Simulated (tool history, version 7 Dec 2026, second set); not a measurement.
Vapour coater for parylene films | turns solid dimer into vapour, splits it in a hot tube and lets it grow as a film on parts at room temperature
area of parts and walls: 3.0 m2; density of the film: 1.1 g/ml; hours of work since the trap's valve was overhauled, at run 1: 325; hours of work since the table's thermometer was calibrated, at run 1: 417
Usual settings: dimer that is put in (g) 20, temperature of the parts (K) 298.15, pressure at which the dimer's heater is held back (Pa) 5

run	hour	dimer that is put in (g)	temperature of the parts (K)	pressure at which the dimer's heater is held back (Pa)	hours of work since the trap's valve was overhauled	hours of work since the table's thermometer was calibrated	thickness of the film (um)
1	0	20	298.15	5	325	417	3.56
2	27.4	20	298.15	5	344	436	3.56
3	53.4	20	298.15	5	362	454	3.57
4	78.7	20	298.15	5	379	471	3.53
5	96.1	20	298.15	5	391	483	3.59
6	122.1	20	299.15	5	408	500	3.43
7	138	28	298.15	5	419	511	4.9
8	160.9	28	298.15	5	435	527	4.89
9	190.7	28	298.15	5	455	547	4.9
10	211.3	28	298.15	5	469	561	4.9
11	228.3	28	298.15	5	481	573	4.9
12	259.6	28	298.15	5	502	594	4.9
13	286.6	28	298.15	5	520	612	4.91
14	302.6	20	298.15	5	531	623	3.42
15	333.6	20	291.15	5	552	644	4.1
# hour 335.9: table's thermometer calibrated
16	350.7	20	291.15	5	563	10	4.09
17	377.9	20	298.15	5	582	29	3.44
# hour 398.7: trap's valve overhauled
18	398.7	20	298.15	5	0	40	3.86
19	414.5	20	298.15	5	11	51	3.78
# hour 423.4: table's thermometer calibrated, once more
20	434.2	20	298.15	5	23	7	3.71
21	452.2	20	298.15	5	36	20	3.71
22	479.2	20	298.15	5	54	38	3.69
23	496.6	20	298.15	5	66	50	3.68
24	514.6	20	298.15	3.38	78	62	3.77
25	538.3	9	298.15	3.2	94	78	1.72

Run 26 comes next. What will it give?
26	561.3	20	307.15	3.05	110	94	?

thickness of the film (um): 3.07
Without the tool's hidden state the same run would have given thickness of the film (um) 3.15.

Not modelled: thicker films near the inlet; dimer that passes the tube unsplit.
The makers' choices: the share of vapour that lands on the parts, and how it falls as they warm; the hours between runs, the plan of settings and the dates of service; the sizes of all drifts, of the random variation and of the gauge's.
